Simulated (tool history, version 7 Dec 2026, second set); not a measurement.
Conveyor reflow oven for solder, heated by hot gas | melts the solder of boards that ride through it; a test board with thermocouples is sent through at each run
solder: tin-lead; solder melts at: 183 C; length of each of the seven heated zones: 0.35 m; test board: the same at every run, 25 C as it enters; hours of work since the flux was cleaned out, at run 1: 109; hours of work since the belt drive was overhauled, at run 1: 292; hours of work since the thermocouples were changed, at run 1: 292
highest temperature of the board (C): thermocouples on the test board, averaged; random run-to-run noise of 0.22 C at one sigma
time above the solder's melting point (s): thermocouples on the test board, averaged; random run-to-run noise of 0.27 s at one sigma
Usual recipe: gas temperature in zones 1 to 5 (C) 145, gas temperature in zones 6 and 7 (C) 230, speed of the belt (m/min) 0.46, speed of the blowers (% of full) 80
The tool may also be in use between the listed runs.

| run | hour | gas temperature in zones 1 to 5 (C) | gas temperature in zones 6 and 7 (C) | speed of the belt (m/min) | speed of the blowers (% of full) | hours of work since the flux was cleaned out | hours of work since the belt drive was overhauled | hours of work since the thermocouples were changed | highest temperature of the board (C) | time above the solder's melting point (s) |
|---|---|---|---|---|---|---|---|---|---|---|
| 1 | 0 | 145 | 230 | 0.46 | 80 | 109 | 292 | 292 | 219.7 | 74.4 |
| 2 | 50.3 | 145 | 230 | 0.46 | 80 | 130 | 314 | 314 | 219.9 | 74.7 |
| 3 | 96.9 | 145 | 244 | 0.46 | 80 | 150 | 334 | 334 | 232.2 | 83 |
| 4 | 129.6 | 145 | 232 | 0.46 | 80 | 164 | 348 | 348 | 221.5 | 76.2 |
| 5 | 169.4 | 145 | 232 | 0.46 | 80 | 182 | 365 | 365 | 221.2 | 75.9 |
| 6 | 209 | 145 | 232 | 0.46 | 80 | 199 | 382 | 382 | 221.4 | 76.4 |
|  | 232.3 | flux residue cleaned out of gas plates and filters |
| 7 | 242.6 | 130 | 230 | 0.46 | 80 | 4 | 395 | 395 | 218 | 67.2 |
| 8 | 301.6 | 136 | 230 | 0.46 | 80 | 30 | 420 | 420 | 218.2 | 70.1 |
| 9 | 333.2 | 136 | 230 | 0.405 | 80 | 43 | 434 | 434 | 221.2 | 83.5 |
| 10 | 381 | 136 | 230 | 0.405 | 80 | 64 | 454 | 454 | 221.6 | 83.8 |
| 11 | 416.7 | 140 | 230 | 0.405 | 80 | 79 | 470 | 470 | 221.9 | 85.8 |
| 12 | 449.4 | 158 | 225 | 0.473 | 74 | 94 | 484 | 484 | 215.7 | 75.9 |
| 13 | 508.6 | 158 | 225 | 0.473 | 74 | 119 | 509 | 509 | 215.1 | 75.7 |
| 14 | 544.8 | 158 | 225 | 0.473 | 74 | 135 | 525 | 525 | 215.2 | 75.8 |
| 15 | 572.4 | 145 | 220 | 0.46 | 80 | 147 | 537 | 537 | 210.3 | 67.3 |
| 16 | 607.9 | 158 | 238 | 0.437 | 70 | 162 | 552 | 552 | 227.5 | 90.7 |
| 17 | 645.7 | 145 | 244 | 0.525 | 76 | 178 | 568 | 568 | 227.6 | 69.6 |
| 18 | 685.9 | 145 | 240 | 0.387 | 80 | 196 | 586 | 586 | 232.5 | 99.7 |
|  | 717.2 | flux residue cleaned out of gas plates and filters |
| 19 | 737.7 | 150 | 219 | 0.46 | 80 | 9 | 606 | 606 | 210.1 | 69.4 |
| 20 | 784.8 | 137 | 227 | 0.433 | 53 | 29 | 626 | 626 | 211.2 | 65.9 |
| 21 | 826.3 | 153 | 230 | 0.409 | 80 | 47 | 644 | 644 | 222.9 | 91.5 |

What if the next run were any one of these 3? Each begins from the tool's condition after run 21:
| A | 878.3 | 153 | 230 | 0.409 | 72 | 69 | 667 | 667 | ? | ? |
| B | 878.3 | 145 | 242 | 0.388 | 64 | 69 | 667 | 667 | ? | ? |
| C | 878.3 | 159 | 221 | 0.41 | 80 | 69 | 667 | 667 | ? | ? |

| run | highest temperature of the board (C) | time above the solder's melting point (s) |
|---|---|---|
| A | 221.8 | 90.5 |
| B | 231.4 | 98.3 |
| C | 214.9 | 89.3 |
Without the tool's unlogged condition, the same runs would have read:
| run | highest temperature of the board (C) | time above the solder's melting point (s) |
|---|---|---|
| A | 221.7 | 90.4 |
| B | 231.3 | 98.2 |
| C | 214.8 | 89.2 |
